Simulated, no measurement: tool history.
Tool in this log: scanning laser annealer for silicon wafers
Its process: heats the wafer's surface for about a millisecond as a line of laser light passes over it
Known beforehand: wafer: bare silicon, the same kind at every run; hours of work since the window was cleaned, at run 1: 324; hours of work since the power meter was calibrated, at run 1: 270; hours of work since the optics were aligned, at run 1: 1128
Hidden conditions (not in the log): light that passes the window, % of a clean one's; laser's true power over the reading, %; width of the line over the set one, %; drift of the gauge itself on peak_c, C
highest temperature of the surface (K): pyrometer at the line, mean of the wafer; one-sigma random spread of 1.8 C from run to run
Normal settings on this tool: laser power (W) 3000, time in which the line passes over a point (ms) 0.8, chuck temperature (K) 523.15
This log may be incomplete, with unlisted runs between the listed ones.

| run | day | laser power (W) | time in which the line passes over a point (ms) | chuck temperature (K) | hours of work since the window was cleaned | hours of work since the power meter was calibrated | hours of work since the optics were aligned | highest temperature of the surface (K) |
|---|---|---|---|---|---|---|---|---|
| 1 | 0 | 3000 | 0.8 | 523.15 | 324 | 270 | 1128 | 1322.15 |
| 2 | 0.438 | 3000 | 0.8 | 523.15 | 331 | 276 | 1134 | 1319.15 |
| 3 | 0.675 | 3000 | 0.8 | 523.15 | 334 | 280 | 1137 | 1320.15 |
| 4 | 0.975 | 3000 | 0.8 | 523.15 | 338 | 284 | 1142 | 1320.15 |
|  | 1.462 | optics aligned, line set to its width |
| 5 | 1.6 | 3000 | 0.8 | 523.15 | 345 | 290 | 2 | 1341.15 |
| 6 | 2.058 | 3000 | 0.79 | 523.15 | 351 | 297 | 9 | 1334.15 |
| 7 | 2.4 | 3000 | 0.79 | 523.15 | 356 | 302 | 14 | 1339.15 |
| 8 | 2.683 | 3000 | 0.79 | 523.15 | 360 | 306 | 18 | 1335.15 |
| 9 | 3.1 | 3000 | 0.79 | 523.15 | 367 | 312 | 24 | 1336.15 |
| 10 | 3.304 | 3000 | 0.79 | 523.15 | 370 | 315 | 27 | 1338.15 |
| 11 | 3.754 | 3187 | 0.8 | 523.15 | 376 | 322 | 34 | 1408.15 |
| 12 | 4.146 | 3000 | 0.927 | 523.15 | 382 | 328 | 39 | 1411.15 |
| 13 | 4.6 | 3000 | 0.927 | 523.15 | 389 | 334 | 46 | 1407.15 |
| 14 | 5.021 | 2586 | 0.8 | 523.15 | 395 | 340 | 52 | 1199.15 |
| 15 | 5.458 | 2905 | 0.8 | 523.15 | 401 | 347 | 59 | 1308.15 |
| 16 | 5.779 | 3000 | 0.955 | 523.15 | 406 | 351 | 63 | 1423.15 |
|  | 5.942 | laser's power meter calibrated |
| 17 | 6.125 | 3000 | 0.955 | 523.15 | 409 | 3 | 66 | 1423.15 |
| 18 | 6.388 | 3000 | 0.955 | 534.15 | 413 | 7 | 70 | 1436.15 |
| 19 | 6.612 | 3000 | 0.955 | 534.15 | 416 | 10 | 74 | 1431.15 |
| 20 | 6.9 | 3000 | 0.669 | 534.15 | 420 | 14 | 78 | 1274.15 |
| 21 | 7.383 | 2782 | 0.8 | 523.15 | 428 | 21 | 85 | 1266.15 |
| 22 | 7.604 | 2597 | 0.723 | 555.15 | 431 | 24 | 88 | 1198.15 |
| 23 | 7.912 | 2597 | 0.723 | 555.15 | 435 | 29 | 93 | 1198.15 |
| 24 | 8.238 | 3258 | 0.952 | 523.15 | 440 | 34 | 97 | 1514.15 |
| 25 | 8.671 | 3000 | 0.626 | 533.15 | 446 | 40 | 104 | 1244.15 |
|  | 8.862 | laser's power meter calibrated, once more |
| 26 | 9.162 | 3183 | 0.678 | 492.15 | 452 | 4 | 109 | 1288.15 |
| 27 | 9.55 | 2726 | 0.841 | 525.15 | 457 | 10 | 115 | 1262.15 |
| 28 | 9.892 | 3246 | 0.59 | 489.15 | 462 | 15 | 120 | 1247.15 |
| 29 | 10.158 | 3000 | 0.654 | 512.15 | 466 | 19 | 124 | 1237.15 |
| 30 | 10.421 | 2892 | 0.865 | 560.15 | 470 | 23 | 128 | 1365.15 |
| 31 | 10.762 | 2892 | 0.865 | 560.15 | 475 | 28 | 133 | 1364.15 |
| 32 | 11.083 | 2761 | 0.583 | 536.15 | 480 | 33 | 137 | 1150.15 |
|  | 11.604 | window over the wafer cleaned |
| 33 | 11.658 | 3177 | 0.647 | 535.15 | 1 | 40 | 145 | 1327.15 |
| 34 | 11.967 | 3046 | 0.8 | 539.15 | 5 | 44 | 149 | 1381.15 |
| 35 | 12.167 | 3046 | 0.8 | 547.15 | 8 | 47 | 152 | 1389.15 |
| 36 | 12.483 | 2671 | 0.8 | 499.15 | 13 | 52 | 157 | 1210.15 |
| 37 | 12.683 | 2863 | 0.745 | 521.15 | 16 | 55 | 160 | 1269.15 |
| 38 | 12.983 | 2564 | 0.899 | 517.15 | 20 | 59 | 164 | 1240.15 |
| 39 | 13.271 | 2564 | 0.899 | 517.15 | 24 | 63 | 168 | 1236.15 |
| 40 | 13.712 | 3123 | 0.951 | 501.15 | 31 | 70 | 175 | 1451.15 |
| 41 | 14.054 | 2732 | 0.599 | 501.15 | 36 | 75 | 180 | 1125.15 |

Branching from run 41: 3 alternative next runs. What would each branch give?
| A | 14.508 | 2707 | 0.804 | 530.15 | 43 | 82 | 186 | ? |
| B | 14.508 | 3178 | 0.8 | 537.15 | 43 | 82 | 186 | ? |
| C | 14.508 | 2732 | 0.589 | 504.15 | 43 | 82 | 186 | ? |

| run | highest temperature of the surface (K) |
|---|---|
| A | 1253.15 |
| B | 1422.15 |
| C | 1124.15 |
Without the tool's hidden state the same runs would have given:
| run | highest temperature of the surface (K) |
|---|---|
| A | 1260.15 |
| B | 1431.15 |
| C | 1130.15 |
